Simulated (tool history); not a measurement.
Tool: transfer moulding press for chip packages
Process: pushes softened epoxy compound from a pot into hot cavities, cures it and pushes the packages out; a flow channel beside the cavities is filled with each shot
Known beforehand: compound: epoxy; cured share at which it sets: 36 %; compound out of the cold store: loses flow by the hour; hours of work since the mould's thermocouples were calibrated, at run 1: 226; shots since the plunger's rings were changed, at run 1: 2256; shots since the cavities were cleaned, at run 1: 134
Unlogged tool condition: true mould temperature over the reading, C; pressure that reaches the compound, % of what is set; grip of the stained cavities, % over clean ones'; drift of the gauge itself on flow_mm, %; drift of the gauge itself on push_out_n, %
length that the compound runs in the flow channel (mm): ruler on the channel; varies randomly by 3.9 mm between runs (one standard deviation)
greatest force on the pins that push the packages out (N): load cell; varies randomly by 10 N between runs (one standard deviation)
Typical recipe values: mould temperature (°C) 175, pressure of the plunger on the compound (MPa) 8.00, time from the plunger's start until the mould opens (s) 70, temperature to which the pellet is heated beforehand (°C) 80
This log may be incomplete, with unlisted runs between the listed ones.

| run | day | mould temperature (°C) | pressure of the plunger on the compound (MPa) | time from the plunger's start until the mould opens (s) | temperature to which the pellet is heated beforehand (°C) | hours of work since the mould's thermocouples were calibrated | shots since the plunger's rings were changed | shots since the cavities were cleaned | incoming compound's hours out of the cold store | length that the compound runs in the flow channel (mm) | greatest force on the pins that push the packages out (N) |
|---|---|---|---|---|---|---|---|---|---|---|---|
| 1 | 0.000 | 175 | 8.00 | 70 | 80 | 226 | 2256 | 134 | 23.7 | 725 | 537 |
| 2 | 0.350 | 175 | 8.00 | 70 | 80 | 231 | 2362 | 240 | 35.5 | 689 | 601 |
| 3 | 0.671 | 174 | 8.00 | 70 | 80 | 236 | 2458 | 336 | 44.0 | 660 | 688 |
| 4 | 1.129 | 175 | 8.00 | 74 | 80 | 242 | 2596 | 474 | 12.2 | 775 | 686 |
| 5 | 1.575 | 175 | 8.00 | 74 | 80 | 248 | 2730 | 608 | 14.8 | 757 | 730 |
| 6 | 1.838 | 175 | 8.00 | 74 | 80 | 252 | 2809 | 687 | 38.6 | 669 | 712 |
| 7 | 2.029 | 175 | 8.00 | 74 | 80 | 254 | 2868 | 746 | 34.5 | 676 | 749 |
| 8 | 2.475 | 175 | 8.00 | 74 | 80 | 261 | 3001 | 879 | 15.6 | 752 | 798 |
| 9 | 2.879 | 175 | 8.00 | 74 | 80 | 266 | 3122 | 1000 | 13.3 | 761 | 890 |
| 10 | 3.183 | 175 | 8.00 | 74 | 80 | 270 | 3215 | 1093 | 15.4 | 751 | 860 |
|  | 3.429 | cavities cleaned with cleaning compound and waxed |
| 11 | 3.683 | 175 | 8.00 | 70 | 80 | 277 | 3347 | 77 | 34.4 | 681 | 524 |
| 12 | 3.925 | 175 | 8.00 | 70 | 80 | 280 | 3419 | 149 | 34.8 | 676 | 551 |
| 13 | 4.217 | 175 | 8.00 | 70 | 80 | 284 | 3507 | 237 | 17.7 | 741 | 642 |
| 14 | 4.483 | 175 | 8.00 | 70 | 78 | 288 | 3587 | 317 | 14.9 | 746 | 699 |
| 15 | 4.883 | 169 | 8.00 | 58 | 79 | 293 | 3707 | 437 | 41.0 | 665 | 1539 |
| 16 | 5.154 | 180 | 8.67 | 76 | 76 | 297 | 3789 | 519 | 38.5 | 683 | 579 |
| 17 | 5.592 | 175 | 8.00 | 63 | 87 | 303 | 3920 | 650 | 28.9 | 693 | 980 |
| 18 | 5.896 | 175 | 8.00 | 63 | 87 | 307 | 4012 | 742 | 41.0 | 649 | 994 |
| 19 | 6.321 | 176 | 6.91 | 107 | 81 | 313 | 4139 | 869 | 17.8 | 681 | 615 |
| 20 | 6.550 | 180 | 6.51 | 107 | 81 | 316 | 4209 | 939 | 22.0 | 646 | 621 |
| 21 | 6.742 | 180 | 6.51 | 59 | 79 | 319 | 4267 | 997 | 35.2 | 598 | 935 |
| 22 | 7.183 | 178 | 7.26 | 70 | 83 | 325 | 4399 | 1129 | 44.9 | 606 | 775 |
|  | 7.304 | cavities cleaned with cleaning compound and waxed |
| 23 | 7.550 | 175 | 6.79 | 89 | 71 | 329 | 4491 | 74 | 24.8 | 651 | 382 |
| 24 | 7.862 | 175 | 6.79 | 89 | 71 | 334 | 4585 | 168 | 31.7 | 629 | 433 |
| 25 | 8.183 | 175 | 8.82 | 89 | 80 | 338 | 4682 | 265 | 22.0 | 758 | 487 |
| 26 | 8.562 | 175 | 8.82 | 89 | 80 | 344 | 4796 | 379 | 47.4 | 658 | 543 |
| 27 | 8.854 | 175 | 8.82 | 89 | 80 | 348 | 4883 | 466 | 25.4 | 739 | 561 |
| 28 | 9.204 | 175 | 8.82 | 89 | 80 | 352 | 4988 | 571 | 16.1 | 771 | 567 |

Below are 4 alternative next runs, each starting from the tool's condition after run 28. Predict each:
| A | 9.408 | 175 | 8.82 | 79 | 80 | 355 | 5050 | 633 | 32.1 | ? | ? |
| B | 9.408 | 175 | 8.24 | 74 | 80 | 355 | 5050 | 633 | 46.1 | ? | ? |
| C | 9.408 | 175 | 9.08 | 89 | 80 | 355 | 5050 | 633 | 44.6 | ? | ? |
| D | 9.408 | 175 | 6.77 | 86 | 80 | 355 | 5050 | 633 | 41.4 | ? | ? |

| run | length that the compound runs in the flow channel (mm) | greatest force on the pins that push the packages out (N) |
|---|---|---|
| A | 712 | 683 |
| B | 643 | 693 |
| C | 674 | 602 |
| D | 594 | 609 |
Stripped of hidden state, with their random variation kept, the same runs would have yielded:
| run | length that the compound runs in the flow channel (mm) | greatest force on the pins that push the packages out (N) |
|---|---|---|
| A | 747 | 374 |
| B | 674 | 374 |
| C | 707 | 333 |
| D | 623 | 330 |
